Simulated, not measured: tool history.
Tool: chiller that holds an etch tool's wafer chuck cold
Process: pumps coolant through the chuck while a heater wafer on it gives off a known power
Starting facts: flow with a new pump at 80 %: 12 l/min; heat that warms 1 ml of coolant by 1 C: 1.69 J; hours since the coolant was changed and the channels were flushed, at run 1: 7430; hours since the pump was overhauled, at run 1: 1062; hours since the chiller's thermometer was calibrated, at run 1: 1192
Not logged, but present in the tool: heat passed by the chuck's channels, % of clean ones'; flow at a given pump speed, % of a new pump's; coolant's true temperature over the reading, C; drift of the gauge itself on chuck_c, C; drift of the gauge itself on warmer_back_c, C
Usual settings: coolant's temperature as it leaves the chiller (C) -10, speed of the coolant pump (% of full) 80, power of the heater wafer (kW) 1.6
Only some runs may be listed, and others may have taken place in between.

run,hour,coolant's temperature as it leaves the chiller (C),speed of the coolant pump (% of full),power of the heater wafer (kW),hours since the coolant was changed and the channels were flushed,hours since the pump was overhauled,hours since the chiller's thermometer was calibrated,chuck's temperature once it has settled (C),how much warmer the coolant comes back (C)
1,0,-10,80,1.6,7430,1062,1192,1.1,4.67
2,43.9,-10,80,1.6,7474,1106,1236,1.3,4.75
3,86.4,-10,63,1.6,7517,1148,1278,3.7,6.13
4,109.9,-10,80,1.6,7540,1172,1302,1.3,4.83
5,157.8,-10,80,1.6,7588,1219,1349,1.2,4.8
6,206.4,-10,80,1.6,7637,1268,1398,1.2,4.74
7,228.4,-10,80,1.6,7659,1290,1420,1.2,4.83
8,257.5,-10,85,1.895,7688,1319,1449,2.7,5.39
9,279.2,-10,70,0.853,7710,1341,1471,-3.2,3.02
10,318.5,-10,70,0.853,7749,1380,1510,-3.4,3.03
11,344.2,-10,70,0.853,7775,1406,1536,-3.6,3.06
12,365,-10,76,1.6,7795,1427,1557,1.9,5.22
13,400.9,-10,76,1.6,7831,1463,1593,1.6,5.21
14,428.1,-10,76,1.844,7858,1490,1620,3.4,5.9

How would selected steps in how much warmer the coolant comes back (C) from run to run divide? Give the signed amount a tool lacking its hidden state would still show from settings, what came in and random variation, and the signed amount left for the hidden state, including any gauge scatter that is not in both of the compared results.
Run 4 -> 5: settings left as they were, no log entry in between. how much warmer the coolant comes back (C) -0.03: hidden state +0.03, all else -0.06.
Run 8 -> 9: speed of the coolant pump (% of full) 85 -> 70, power of the heater wafer (kW) 1.895 -> 0.853. how much warmer the coolant comes back (C) -2.37: hidden state +0.01, all else -2.38.
